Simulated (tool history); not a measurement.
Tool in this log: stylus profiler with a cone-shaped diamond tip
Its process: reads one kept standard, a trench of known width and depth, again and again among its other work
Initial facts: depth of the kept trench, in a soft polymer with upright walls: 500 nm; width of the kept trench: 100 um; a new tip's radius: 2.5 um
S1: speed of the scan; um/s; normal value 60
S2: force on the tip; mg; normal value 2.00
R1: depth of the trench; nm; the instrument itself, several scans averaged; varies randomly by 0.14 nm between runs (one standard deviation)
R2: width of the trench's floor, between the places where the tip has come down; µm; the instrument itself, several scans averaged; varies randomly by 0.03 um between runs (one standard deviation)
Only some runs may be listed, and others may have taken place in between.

| run | hour | S1 | S2 | R1 | R2 |
|---|---|---|---|---|---|
| 1 | 0.0 | 60 | 2.00 | 504.54 | 96.63 |
| 2 | 22.4 | 60 | 2.00 | 504.44 | 96.65 |
| 3 | 47.8 | 60 | 2.00 | 504.40 | 96.61 |
| 4 | 77.8 | 60 | 2.00 | 504.33 | 96.58 |
| 5 | 91.9 | 60 | 2.00 | 504.40 | 96.51 |
| 6 | 107.6 | 60 | 2.00 | 504.28 | 96.51 |
| 7 | 134.6 | 60 | 2.00 | 504.30 | 96.53 |
| 8 | 162.1 | 60 | 1.11 | 503.14 | 96.41 |
| 9 | 187.1 | 229 | 2.00 | 504.36 | 95.77 |
| 10 | 208.5 | 229 | 2.00 | 504.60 | 95.74 |
| 11 | 239.1 | 229 | 2.00 | 504.30 | 95.77 |
| 12 | 260.3 | 229 | 2.00 | 504.07 | 95.69 |
| 13 | 290.0 | 60 | 4.30 | 507.35 | 96.45 |
| 14 | 320.0 | 60 | 4.30 | 507.20 | 96.48 |
| 15 | 342.9 | 72 | 2.00 | 504.13 | 96.31 |
| 16 | 370.7 | 33 | 0.99 | 502.70 | 96.36 |
| 17 | 383.9 | 52 | 1.35 | 503.26 | 96.28 |
| 18 | 397.4 | 52 | 1.35 | 503.19 | 96.30 |
| 19 | 421.2 | 25 | 2.00 | 504.16 | 96.37 |
| 20 | 445.3 | 72 | 1.26 | 503.01 | 96.08 |
| 21 | 471.3 | 223 | 2.15 | 504.36 | 95.59 |
| 22 | 499.2 | 17 | 2.00 | 504.24 | 96.38 |
| 23 | 512.6 | 63 | 2.00 | 504.14 | 96.22 |
| 24 | 525.5 | 63 | 2.00 | 504.18 | 96.15 |
| 25 | 540.0 | 63 | 2.00 | 503.91 | 96.15 |
| 26 | 562.1 | 96 | 1.51 | 503.18 | 96.01 |
| 27 | 576.6 | 34 | 4.42 | 507.26 | 96.34 |
| 28 | 590.1 | 206 | 2.99 | 505.16 | 95.71 |
| 29 | 609.4 | 60 | 1.14 | 502.72 | 96.08 |

3 ways to go on from here, each from the tool as it stands after run 29. What would each give?
| A | 636.7 | 98 | 1.86 | ? | ? |
| B | 636.7 | 76 | 3.77 | ? | ? |
| C | 636.7 | 15 | 1.17 | ? | ? |

| run | R1 | R2 |
|---|---|---|
| A | 503.81 | 95.95 |
| B | 506.43 | 96.10 |
| C | 502.80 | 96.30 |
What these runs would have given with no unlogged condition in the tool:
| run | R1 | R2 |
|---|---|---|
| A | 504.23 | 96.58 |
| B | 506.85 | 96.74 |
| C | 503.22 | 96.93 |
